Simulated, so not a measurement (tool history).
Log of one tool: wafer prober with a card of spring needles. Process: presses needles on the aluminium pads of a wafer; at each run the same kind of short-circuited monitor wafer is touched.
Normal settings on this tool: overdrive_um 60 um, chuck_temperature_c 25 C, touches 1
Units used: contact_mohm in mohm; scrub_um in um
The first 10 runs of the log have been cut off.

run,day,overdrive_um,chuck_temperature_c,touches,touches since the tips were cleaned,cleanings since the card got new needles,touches since the first contact's height was set,contact_mohm,scrub_um
# day 5.125: tips cleaned on abrasive film
# day 5.450: tips cleaned on abrasive film
11,5.450,60,79,1,0,91,105067,151,11.53
# day 5.788: tips cleaned on abrasive film
12,5.917,60,25,1,1069,92,108814,154,11.75
# day 6.100: tips cleaned on abrasive film
# day 6.417: tips cleaned on abrasive film
13,6.554,60,25,1,1103,94,113874,158,11.63
# day 6.738: tips cleaned on abrasive film
# day 7.067: tips cleaned on abrasive film
14,7.221,60,25,1,1236,96,119162,157,11.59
# day 7.392: tips cleaned on abrasive film
# day 7.721: tips cleaned on abrasive film
15,7.946,60,25,1,1788,98,124932,165,11.49
# day 8.042: tips cleaned on abrasive film
# day 8.362: tips cleaned on abrasive film
16,8.367,57,93,2,37,100,128274,151,10.50
# day 8.683: tips cleaned on abrasive film
# day 9.029: tips cleaned on abrasive film
17,9.062,60,33,2,244,102,133788,142,11.35
# day 9.371: tips cleaned on abrasive film
# day 9.712: tips cleaned on abrasive film
18,9.871,47,32,2,1267,104,140230,166,8.51
# day 10.050: tips cleaned on abrasive film
# day 10.250: height of the first contact set anew
# day 10.388: tips cleaned on abrasive film
19,10.679,44,107,1,2330,106,3410,197,9.42
# day 10.754: tips cleaned on abrasive film
# day 11.083: tips cleaned on abrasive film
20,11.121,48,33,1,318,108,6923,151,10.28
# day 11.388: tips cleaned on abrasive film
21,11.521,60,69,2,1069,109,10098,151,12.66
# day 11.754: tips cleaned on abrasive film
# day 12.054: tips cleaned on abrasive film
22,12.075,52,33,1,143,111,14482,144,10.80
# day 12.354: tips cleaned on abrasive film
# day 12.679: tips cleaned on abrasive film
23,12.679,52,58,2,0,113,19284,144,11.05
# day 13.029: tips cleaned on abrasive film
24,13.279,52,58,2,2017,114,24104,162,10.74
# day 13.354: tips cleaned on abrasive film
# day 13.667: tips cleaned on abrasive film
25,13.888,72,25,1,1779,116,28908,157,14.86
# day 13.979: tips cleaned on abrasive film
# day 14.304: tips cleaned on abrasive film
26,14.550,72,25,1,1963,118,34188,152,14.80
# day 14.662: tips cleaned on abrasive film
# day 14.975: tips cleaned on abrasive film
27,15.233,45,25,2,2106,120,39638,175,9.31
# day 15.288: tips cleaned on abrasive film
# day 15.617: tips cleaned on abrasive film
# day 15.925: tips cleaned on abrasive film
28,15.929,45,56,2,28,123,45142,148,9.08
# day 16.262: tips cleaned on abrasive film
# day 16.571: tips cleaned on abrasive film
29,16.571,47,76,2,0,125,50243,152,9.59
# day 16.908: tips cleaned on abrasive film
30,17.142,72,30,2,1867,126,54784,150,14.91

Below are 3 alternative next runs, each starting from the tool's condition after run 30. Predict each:
# day 17.212: tips cleaned on abrasive film
# day 17.533: tips cleaned on abrasive film
A,17.750,55,25,1,1747,128,59642,?,?
# day 17.212: tips cleaned on abrasive film
# day 17.533: tips cleaned on abrasive film
B,17.750,72,31,2,1747,128,59642,?,?
# day 17.212: tips cleaned on abrasive film
# day 17.533: tips cleaned on abrasive film
C,17.750,59,25,1,1747,128,59642,?,?

run,contact_mohm,scrub_um
A,170,11.15
B,149,14.79
C,165,11.91
Without the tool's unlogged condition, the same runs would have read:
run,contact_mohm,scrub_um
A,137,11.68
B,136,15.32
C,135,12.43
